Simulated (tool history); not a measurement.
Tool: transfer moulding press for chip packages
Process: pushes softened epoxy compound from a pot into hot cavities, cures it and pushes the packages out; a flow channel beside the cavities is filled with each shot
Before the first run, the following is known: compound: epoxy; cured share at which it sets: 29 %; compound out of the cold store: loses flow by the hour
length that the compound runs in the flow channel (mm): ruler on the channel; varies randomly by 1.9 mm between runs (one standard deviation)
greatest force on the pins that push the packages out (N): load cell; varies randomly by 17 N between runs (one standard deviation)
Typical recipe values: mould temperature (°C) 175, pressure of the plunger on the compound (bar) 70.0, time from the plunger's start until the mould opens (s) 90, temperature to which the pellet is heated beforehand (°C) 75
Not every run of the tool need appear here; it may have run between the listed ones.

run,day,mould temperature (°C),pressure of the plunger on the compound (bar),time from the plunger's start until the mould opens (s),temperature to which the pellet is heated beforehand (°C),incoming compound's hours out of the cold store,length that the compound runs in the flow channel (mm),greatest force on the pins that push the packages out (N)
1,0.000,175,70.0,90,75,19.2,731,1118
2,0.596,175,70.0,90,75,38.0,686,1177
# day 1.229: cavities cleaned with cleaning compound and waxed
3,1.417,175,70.0,90,75,34.9,689,903
4,1.938,175,70.0,90,75,13.1,735,1188
# day 2.554: plunger's sealing rings changed
5,2.562,175,70.0,90,75,24.1,746,1194
6,2.971,175,70.0,90,76,23.2,746,1256
# day 3.283: cavities cleaned with cleaning compound and waxed
7,3.567,180,70.0,90,75,12.3,758,720
8,4.246,175,70.0,90,80,35.3,716,1132
9,4.783,175,70.0,101,69,10.6,771,981
# day 5.208: cavities cleaned with cleaning compound and waxed
10,5.308,175,61.3,90,72,34.1,667,928
11,6.117,175,61.3,124,78,26.5,681,646
12,6.800,175,61.3,124,78,13.1,710,727
# day 7.146: cavities cleaned with cleaning compound and waxed
13,7.233,174,61.3,85,78,22.4,689,1125
14,8.025,175,73.7,89,75,25.4,743,1187
15,8.788,174,70.0,93,75,33.8,709,1276
# day 9.112: cavities cleaned with cleaning compound and waxed
16,9.542,178,74.3,122,71,40.8,705,536

Each row is a separate what-if for the run after 16, all from the same tool condition, not one after another. Results?
A,10.054,179,87.7,90,78,44.1,?,?
B,10.054,171,70.0,90,75,40.7,?,?
C,10.054,177,74.3,122,75,19.3,?,?
D,10.054,175,61.5,90,75,41.4,?,?

run,length that the compound runs in the flow channel (mm),greatest force on the pins that push the packages out (N)
A,756,834
B,698,1569
C,753,613
D,645,1113
Had the tool no hidden state, the same runs would have come out as:
run,length that the compound runs in the flow channel (mm),greatest force on the pins that push the packages out (N)
A,778,586
B,718,1094
C,775,441
D,663,775
